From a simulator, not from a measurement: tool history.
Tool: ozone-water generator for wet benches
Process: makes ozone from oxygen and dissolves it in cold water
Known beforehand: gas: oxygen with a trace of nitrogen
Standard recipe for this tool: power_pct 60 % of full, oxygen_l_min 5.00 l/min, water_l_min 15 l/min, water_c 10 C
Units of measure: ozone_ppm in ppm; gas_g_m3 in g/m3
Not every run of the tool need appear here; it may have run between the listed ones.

run 1 hour=0.0 | power_pct=60 oxygen_l_min=5.00 water_l_min=15 water_c=10 | ozone_ppm=27.9 gas_g_m3=235.8
run 2 hour=59.8 | power_pct=60 oxygen_l_min=5.00 water_l_min=15 water_c=10 | ozone_ppm=27.5 gas_g_m3=236.5
run 3 hour=107.7 | power_pct=60 oxygen_l_min=5.00 water_l_min=15 water_c=10 | ozone_ppm=27.6 gas_g_m3=234.7
run 4 hour=179.5 | power_pct=60 oxygen_l_min=5.00 water_l_min=15 water_c=10 | ozone_ppm=27.3 gas_g_m3=236.6
run 5 hour=217.9 | power_pct=60 oxygen_l_min=5.00 water_l_min=15 water_c=10 | ozone_ppm=27.4 gas_g_m3=235.1
-- hour=226.9 contactor cleaned
run 6 hour=278.2 | power_pct=60 oxygen_l_min=5.00 water_l_min=15 water_c=10 | ozone_ppm=27.7 gas_g_m3=236.3
run 7 hour=360.3 | power_pct=42 oxygen_l_min=5.00 water_l_min=22 water_c=10 | ozone_ppm=14.9 gas_g_m3=179.9
run 8 hour=451.2 | power_pct=42 oxygen_l_min=5.00 water_l_min=22 water_c=10 | ozone_ppm=14.7 gas_g_m3=181.0
run 9 hour=533.5 | power_pct=43 oxygen_l_min=7.45 water_l_min=10 water_c=17 | ozone_ppm=24.6 gas_g_m3=149.2
run 10 hour=624.6 | power_pct=43 oxygen_l_min=5.73 water_l_min=14 water_c=17 | ozone_ppm=20.1 gas_g_m3=171.3
-- hour=687.9 contactor cleaned, once more
run 11 hour=709.2 | power_pct=43 oxygen_l_min=5.73 water_l_min=14 water_c=17 | ozone_ppm=20.0 gas_g_m3=170.1

What if the next run were any one of these 5? Each begins from the tool's condition after run 11:
run A hour=790.8 | power_pct=49 oxygen_l_min=5.00 water_l_min=15 water_c=17 | ozone_ppm=? gas_g_m3=?
run B hour=790.8 | power_pct=57 oxygen_l_min=5.00 water_l_min=15 water_c=14 | ozone_ppm=? gas_g_m3=?
run C hour=790.8 | power_pct=43 oxygen_l_min=5.73 water_l_min=14 water_c=12 | ozone_ppm=? gas_g_m3=?
run D hour=790.8 | power_pct=60 oxygen_l_min=3.50 water_l_min=11 water_c=8 | ozone_ppm=? gas_g_m3=?
run E hour=790.8 | power_pct=43 oxygen_l_min=5.42 water_l_min=14 water_c=17 | ozone_ppm=? gas_g_m3=?

run=A ozone_ppm=21.2 gas_g_m3=202.0
run=B ozone_ppm=24.7 gas_g_m3=226.4
run=C ozone_ppm=22.1 gas_g_m3=172.4
run=D ozone_ppm=35.6 gas_g_m3=280.9
run=E ozone_ppm=20.2 gas_g_m3=176.2
Had the tool no hidden state, the same runs would have come out as:
run=A ozone_ppm=21.4 gas_g_m3=204.1
run=B ozone_ppm=25.0 gas_g_m3=229.2
run=C ozone_ppm=22.3 gas_g_m3=174.0
run=D ozone_ppm=36.1 gas_g_m3=284.5
run=E ozone_ppm=20.4 gas_g_m3=177.8

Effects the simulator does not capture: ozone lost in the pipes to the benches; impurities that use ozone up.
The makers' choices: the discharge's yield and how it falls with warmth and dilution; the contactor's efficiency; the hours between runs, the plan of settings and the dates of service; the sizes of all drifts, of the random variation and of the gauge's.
